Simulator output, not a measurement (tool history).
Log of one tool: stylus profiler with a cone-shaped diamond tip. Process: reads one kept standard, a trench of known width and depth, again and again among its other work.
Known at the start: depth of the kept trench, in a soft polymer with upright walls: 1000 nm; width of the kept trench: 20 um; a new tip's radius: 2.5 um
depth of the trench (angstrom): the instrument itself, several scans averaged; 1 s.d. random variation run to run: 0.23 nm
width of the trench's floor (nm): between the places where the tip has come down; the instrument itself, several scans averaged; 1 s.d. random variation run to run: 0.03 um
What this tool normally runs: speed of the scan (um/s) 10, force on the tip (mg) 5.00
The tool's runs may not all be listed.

run,hour,speed of the scan (um/s),force on the tip (mg),depth of the trench (angstrom),width of the trench's floor (nm)
1,0.0,10,5.00,10110.4,15780
2,18.6,10,5.00,10109.1,15790
3,32.8,10,5.00,10106.0,15750
4,51.5,22,5.00,10113.6,15720
5,72.4,22,5.00,10115.1,15780
6,88.0,22,1.82,10061.2,15750
7,105.2,22,1.82,10060.8,15730
8,116.2,22,1.82,10058.9,15690
9,140.2,22,1.82,10061.3,15660
10,157.2,22,1.82,10060.4,15700
11,170.5,22,1.82,10062.2,15630
12,188.7,22,1.82,10063.9,15620
13,210.1,22,1.82,10060.4,15630
14,226.0,10,5.00,10113.7,15710
# hour 227.7: height scale calibrated on a step standard
15,240.4,10,5.00,10125.2,15630
16,251.5,10,3.40,10095.1,15670
17,273.8,2,4.56,10119.6,15610
# hour 276.6: height scale calibrated on a step standard, once more
18,290.1,6,1.86,10055.0,15670
19,301.6,3,5.28,10110.1,15630
20,321.6,5,2.57,10063.8,15610
21,339.2,14,2.57,10072.2,15610
22,354.7,24,3.89,10090.3,15550
23,372.7,39,9.51,10165.5,15550
24,392.8,14,6.95,10136.2,15590
25,411.3,17,3.35,10079.8,15540
26,434.1,25,11.59,10188.5,15540
27,453.2,31,3.71,10090.5,15540

Measured minus without-hidden-state, run by run (identical run-to-run variation in each term; gauge scatter may differ):
The tool's hidden condition here consists of: radius of the tip, um; height scale over the true one, %; drift of the gauge itself on depth_nm, %; drift of the gauge itself on floor_um, %.
run,depth of the trench (angstrom),width of the trench's floor (nm)
1,+3.0,-210
2,+3.5,-220
3,+3.8,-220
4,+4.2,-240
5,+4.8,-250
6,+5.1,-260
7,+5.5,-270
8,+5.8,-270
9,+6.4,-280
10,+6.8,-290
11,+7.2,-290
12,+7.6,-310
13,+8.1,-310
14,+8.5,-320
15,+14.6,-330
16,+14.8,-330
17,+15.4,-340
18,-2.1,-350
19,-1.9,-360
20,-1.3,-370
21,-0.9,-380
22,-0.6,-380
23,-0.1,-390
24,+0.3,-400
25,+0.9,-410
26,+1.4,-420
27,+1.9,-420
